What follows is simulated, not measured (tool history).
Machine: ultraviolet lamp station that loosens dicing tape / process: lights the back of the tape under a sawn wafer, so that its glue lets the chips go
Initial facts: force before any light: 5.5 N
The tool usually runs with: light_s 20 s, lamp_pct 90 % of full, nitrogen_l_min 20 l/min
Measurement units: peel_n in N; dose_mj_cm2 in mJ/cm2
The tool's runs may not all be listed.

run	hour	light_s	lamp_pct	nitrogen_l_min	peel_n	dose_mj_cm2
1	0.0	20	90	20	0.703	509
2	51.2	20	90	20	0.715	490
3	129.0	20	74	20	1.078	398
4	183.5	20	90	19	0.825	463
5	264.4	20	90	19	0.890	450
6	307.9	26	90	20	0.543	576
7	405.7	26	90	20	0.588	551
8	492.8	26	90	20	0.610	530
9	561.6	26	90	20	0.695	510
# hour 575.0: window cleaned of glue's vapour
10	643.4	20	90	20	0.924	437
# hour 687.6: lamp changed
11	743.6	20	90	20	0.496	588
12	802.6	20	87	20	0.558	552
13	877.4	20	87	20	0.606	536
14	927.8	20	87	20	0.622	525
15	1023.6	20	87	20	0.685	507
16	1120.8	20	87	20	0.787	487
17	1192.5	20	87	20	0.800	467
# hour 1206.3: window cleaned of glue's vapour
18	1264.8	20	87	20	0.649	523
19	1324.2	20	90	20	0.629	528
20	1382.5	20	90	20	0.662	517
21	1462.2	20	90	20	0.692	501
22	1508.4	20	90	20	0.739	488
23	1555.4	20	90	20	0.731	483
24	1625.7	35	88	7	0.593	796
25	1678.8	12	88	7	2.553	268
26	1754.5	12	77	13	2.431	228
# hour 1833.5: window cleaned of glue's vapour
27	1834.7	12	77	13	2.185	250
28	1909.4	14	66	20	2.010	239
29	1991.6	15	73	20	1.739	276
30	2049.6	15	73	20	1.813	269
31	2134.3	15	73	20	1.871	260
32	2201.7	37	85	6	0.867	720
33	2286.8	35	90	20	0.359	690
34	2345.9	20	90	36	0.834	385
# hour 2392.7: lamp changed
35	2413.0	20	75	20	0.883	449
36	2459.4	20	75	20	0.880	440
# hour 2464.4: window cleaned of glue's vapour
37	2560.9	20	90	9	0.881	594
38	2651.1	20	90	9	0.977	575
39	2745.3	10	99	8	2.251	306
40	2816.5	10	99	8	2.245	298
41	2859.7	10	99	8	2.341	288
42	2915.9	13	66	14	2.185	250
43	3016.7	20	90	15	0.861	498

Subtracting, for every run, the result it would have given without the tool's unlogged condition from the measured result gives the following. The same run-to-run variation enters both numbers; the gauge's scatter may not:
The tool's hidden condition here consists of: lamp's light, % of a new lamp's; light that the window lets through, % of a clean one's; drift of the gauge itself on peel_n, %; drift of the gauge itself on dose_mj_cm2, %.
run	peel_n	dose_mj_cm2
1	+0.258	-122
2	+0.280	-132
3	+0.412	-123
4	+0.374	-160
5	+0.435	-178
6	+0.305	-242
7	+0.355	-269
8	+0.394	-290
9	+0.452	-306
10	+0.477	-191
11	+0.071	-41
12	+0.101	-53
13	+0.142	-70
14	+0.162	-80
15	+0.216	-102
16	+0.291	-123
17	+0.329	-138
18	+0.176	-84
19	+0.197	-99
20	+0.227	-112
21	+0.264	-130
22	+0.296	-139
23	+0.314	-147
24	+0.290	-277
25	+0.634	-102
26	+0.702	-97
27	+0.504	-73
28	+0.578	-82
29	+0.616	-108
30	+0.672	-114
31	+0.743	-124
32	+0.512	-383
33	+0.242	-409
34	+0.547	-245
35	+0.216	-71
36	+0.239	-81
37	+0.084	-34
38	+0.146	-54
39	+0.257	-41
40	+0.306	-50
41	+0.350	-56
42	+0.383	-53
43	+0.319	-133

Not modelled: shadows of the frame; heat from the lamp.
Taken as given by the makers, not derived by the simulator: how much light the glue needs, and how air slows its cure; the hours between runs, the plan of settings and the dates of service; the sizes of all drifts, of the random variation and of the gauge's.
